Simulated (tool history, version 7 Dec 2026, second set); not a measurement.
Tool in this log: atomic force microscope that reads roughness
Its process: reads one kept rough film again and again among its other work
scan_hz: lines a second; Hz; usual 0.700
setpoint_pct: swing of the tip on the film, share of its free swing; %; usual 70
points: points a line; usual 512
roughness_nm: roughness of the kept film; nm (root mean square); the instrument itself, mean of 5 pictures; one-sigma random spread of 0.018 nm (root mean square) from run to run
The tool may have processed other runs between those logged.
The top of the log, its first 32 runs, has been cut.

run    hour  scan_hz  setpoint_pct  points  pictures with this tip  hours of work since the height scale was calibrated  roughness_nm
     1256.7  -- new tip fitted
 33  1270.4    1.162            66     551                      13                                                  761         4.214
 34  1309.3    0.700            70     949                      49                                                  779         4.268
 35  1363.9    0.700            70     949                     100                                                  804         4.252
     1398.2  -- new tip fitted
 36  1408.9    0.700            71     932                      10                                                  825         4.306
 37  1454.0    0.700            58     512                      52                                                  845         4.352
 38  1498.4    0.700            58     512                      93                                                  866         4.323
     1539.2  -- new tip fitted
 39  1555.9    0.759            58     438                      15                                                  892         4.308
 40  1601.9    3.840            67     637                      58                                                  913         3.824
 41  1634.5    3.840            67     637                      89                                                  928         3.791
     1677.5  -- new tip fitted
 42  1692.1    1.780            70     383                      14                                                  954         4.081
 43  1721.7    1.780            70     383                      41                                                  968         4.033
 44  1760.6    1.780            70     383                      77                                                  985         4.041
 45  1794.3    0.700            70     652                     109                                                 1001         4.248
     1817.6  -- new tip fitted
 46  1852.8    0.700            84     652                      33                                                 1027         4.122
 47  1892.7    0.700            84     652                      70                                                 1046         4.106
 48  1939.6    0.700            84     652                     113                                                 1067         4.076

Expected results for the next run?
     1957.6  -- new tip fitted
 49  1965.3    1.670            60     261                       7                                                 1079             ?

Run 49 produced roughness_nm 4.151 nm (root mean square).
If the tool had no hidden condition, the same run with the same run-to-run variation would have returned roughness_nm 4.152 nm (root mean square).
